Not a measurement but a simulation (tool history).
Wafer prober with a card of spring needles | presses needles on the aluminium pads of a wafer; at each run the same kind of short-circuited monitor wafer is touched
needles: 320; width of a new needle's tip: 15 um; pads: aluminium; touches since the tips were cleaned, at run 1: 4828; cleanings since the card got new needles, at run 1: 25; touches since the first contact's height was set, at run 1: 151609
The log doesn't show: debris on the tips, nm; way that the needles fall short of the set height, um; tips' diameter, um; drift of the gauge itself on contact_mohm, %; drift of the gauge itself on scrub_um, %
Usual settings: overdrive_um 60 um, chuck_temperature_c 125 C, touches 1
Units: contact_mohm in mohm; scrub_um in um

run   hour  overdrive_um  chuck_temperature_c  touches  touches since the tips were cleaned  cleanings since the card got new needles  touches since the first contact's height was set  contact_mohm  scrub_um
  1      0            60                  125        1                                 4828                                        25                                            151609           185      7.35
       3.3  -- tips cleaned on abrasive film
  2   12.2            60                  125        1                                 2675                                        26                                            155251           187       7.3
      22.7  -- tips cleaned on abrasive film
  3   26.2            60                  125        1                                 1066                                        27                                            159459           183      7.34
  4   36.8            60                  125        1                                 4246                                        27                                            162639           187      7.37
      42.3  -- tips cleaned on abrasive film
  5   43.6            60                  107        1                                  392                                        28                                            164662           179      7.28
  6   53.9            47                   26        3                                 3499                                        28                                            167769           169      5.75
      61.3  -- tips cleaned on abrasive film
  7   64.2            50                   41        1                                  883                                        29                                            170872           169      6.09
  8   77.3            75                   70        2                                 4818                                        29                                            174807           171      9.15
      80.6  -- tips cleaned on abrasive film
  9   90.5            60                   70        2                                 2971                                        30                                            178759           174      7.34
      99.6  -- tips cleaned on abrasive film
 10  104.3            60                   70        2                                 1412                                        31                                            182888           173      7.34

Hidden state at the last listed run before each entry between runs and at the first one after, where it differs:
Between runs 1 and 2: tips cleaned on abrasive film (hour 3.3)
  debris on the tips, nm: 0.8 -> 0.6
Between runs 2 and 3: tips cleaned on abrasive film (hour 22.7)
  debris on the tips, nm: 0.6 -> 0.4
Between runs 4 and 5: tips cleaned on abrasive film (hour 42.3)
  debris on the tips, nm: 0.8 -> 0.2
Between runs 6 and 7: tips cleaned on abrasive film (hour 61.3)
  debris on the tips, nm: 0.7 -> 0.4; way that the needles fall short of the set height, um: 0.02 -> 0.03
Between runs 8 and 9: tips cleaned on abrasive film (hour 80.6)
  debris on the tips, nm: 0.8 -> 0.6
Between runs 9 and 10: tips cleaned on abrasive film (hour 99.6)
  debris on the tips, nm: 0.6 -> 0.4
